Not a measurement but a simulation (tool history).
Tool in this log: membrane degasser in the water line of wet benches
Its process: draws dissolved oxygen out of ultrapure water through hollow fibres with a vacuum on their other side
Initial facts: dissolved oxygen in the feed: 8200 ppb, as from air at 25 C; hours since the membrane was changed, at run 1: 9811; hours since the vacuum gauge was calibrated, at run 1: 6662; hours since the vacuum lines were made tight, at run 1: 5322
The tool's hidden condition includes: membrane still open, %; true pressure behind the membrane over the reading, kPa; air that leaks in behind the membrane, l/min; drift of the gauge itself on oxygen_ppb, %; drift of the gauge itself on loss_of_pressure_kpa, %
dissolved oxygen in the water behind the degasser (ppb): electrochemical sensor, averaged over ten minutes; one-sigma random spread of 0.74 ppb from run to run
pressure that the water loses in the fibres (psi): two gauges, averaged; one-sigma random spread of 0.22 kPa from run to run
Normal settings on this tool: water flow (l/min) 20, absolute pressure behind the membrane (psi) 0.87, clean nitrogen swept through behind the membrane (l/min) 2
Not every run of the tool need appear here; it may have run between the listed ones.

| run | day | water flow (l/min) | absolute pressure behind the membrane (psi) | clean nitrogen swept through behind the membrane (l/min) | hours since the membrane was changed | hours since the vacuum gauge was calibrated | hours since the vacuum lines were made tight | dissolved oxygen in the water behind the degasser (ppb) | pressure that the water loses in the fibres (psi) |
|---|---|---|---|---|---|---|---|---|---|
| 1 | 0 | 20 | 0.87 | 2 | 9811 | 6662 | 5322 | 67.6 | 7.549 |
| 2 | 10.2 | 20 | 0.87 | 2 | 10056 | 6907 | 5567 | 68.4 | 7.514 |
| 3 | 20.225 | 15 | 0.87 | 2 | 10296 | 7148 | 5808 | 51.3 | 5.672 |
| 4 | 25.012 | 15 | 0.87 | 2 | 10411 | 7262 | 5922 | 51.1 | 5.585 |
|  | 34.646 | seals of the vacuum lines changed |
| 5 | 35.238 | 15 | 0.87 | 2 | 10655 | 7506 | 14 | 51.9 | 5.62 |
| 6 | 44.354 | 15 | 0.87 | 2 | 10873 | 7725 | 233 | 51.1 | 5.603 |
| 7 | 55.146 | 15 | 0.87 | 2 | 11132 | 7984 | 492 | 51.9 | 5.654 |
| 8 | 60.758 | 15 | 0.87 | 2 | 11267 | 8118 | 627 | 51.2 | 5.603 |
| 9 | 66.471 | 15 | 0.87 | 2 | 11404 | 8256 | 764 | 50.9 | 5.61 |
| 10 | 76.175 | 21 | 0.603 | 1.09 | 11637 | 8488 | 997 | 43.8 | 7.819 |
|  | 81.675 | vacuum gauge calibrated |
| 11 | 86.242 | 18 | 1.475 | 1.09 | 11878 | 110 | 1238 | 253.9 | 6.744 |
| 12 | 96.942 | 18 | 1.027 | 1.53 | 12135 | 366 | 1495 | 108.2 | 6.743 |
| 13 | 106.592 | 17 | 0.764 | 1.53 | 12366 | 598 | 1726 | 55.8 | 6.387 |

Measured result minus the same run's result without the hidden state. Both carry the same run-to-run variation, though not necessarily the same gauge scatter:
| run | pressure that the water loses in the fibres (psi) |
|---|---|
| 1 | +0.007 |
| 2 | +0 |
| 3 | -0.007 |
| 4 | -0.009 |
| 5 | -0.016 |
| 6 | -0.02 |
| 7 | -0.026 |
| 8 | -0.03 |
| 9 | -0.032 |
| 10 | -0.052 |
| 11 | -0.052 |
| 12 | -0.059 |
| 13 | -0.062 |
dissolved oxygen in the water behind the degasser (ppb): within 0.4 of the measured result in every run.
